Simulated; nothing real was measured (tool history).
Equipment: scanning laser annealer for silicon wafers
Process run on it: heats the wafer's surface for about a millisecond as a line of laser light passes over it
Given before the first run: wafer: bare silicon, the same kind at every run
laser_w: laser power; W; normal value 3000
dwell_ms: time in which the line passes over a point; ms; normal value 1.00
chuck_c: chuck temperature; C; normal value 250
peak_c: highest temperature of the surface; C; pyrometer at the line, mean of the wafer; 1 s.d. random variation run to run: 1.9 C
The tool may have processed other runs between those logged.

| run | hour | laser_w | dwell_ms | chuck_c | peak_c |
|---|---|---|---|---|---|
| 1 | 0.0 | 3000 | 1.00 | 250 | 1085 |
| 2 | 20.8 | 3000 | 1.00 | 250 | 1085 |
| 3 | 58.2 | 3000 | 1.00 | 284 | 1120 |
| 4 | 83.6 | 3000 | 1.00 | 284 | 1121 |
| 5 | 106.4 | 3000 | 1.00 | 284 | 1120 |
| 6 | 134.1 | 3000 | 1.00 | 284 | 1118 |
| 7 | 168.2 | 3000 | 1.00 | 238 | 1070 |
| 8 | 189.4 | 3182 | 1.00 | 238 | 1118 |
| 9 | 221.3 | 3182 | 1.00 | 238 | 1119 |
| 10 | 250.0 | 3182 | 1.00 | 238 | 1117 |
| 11 | 290.3 | 3231 | 1.10 | 285 | 1219 |
| 12 | 334.3 | 3231 | 1.10 | 285 | 1215 |
| 13 | 363.9 | 2918 | 1.10 | 214 | 1063 |
| 14 | 387.7 | 2918 | 1.10 | 214 | 1059 |
| 15 | 417.3 | 2918 | 1.04 | 232 | 1057 |

For each run, the measured value with the value that run would have given without the tool's hidden condition subtracted. The run-to-run variation is shared by both, the gauge scatter possibly not:
What the log doesn't record here: light that passes the window, % of a clean one's; laser's true power over the reading, %; width of the line over the set one, %; drift of the gauge itself on peak_c, C.
| run | peak_c |
|---|---|
| 1 | -6 |
| 2 | -6 |
| 3 | -7 |
| 4 | -8 |
| 5 | -8 |
| 6 | -8 |
| 7 | -9 |
| 8 | -10 |
| 9 | -11 |
| 10 | -12 |
| 11 | -13 |
| 12 | -14 |
| 13 | -13 |
| 14 | -14 |
| 15 | -14 |
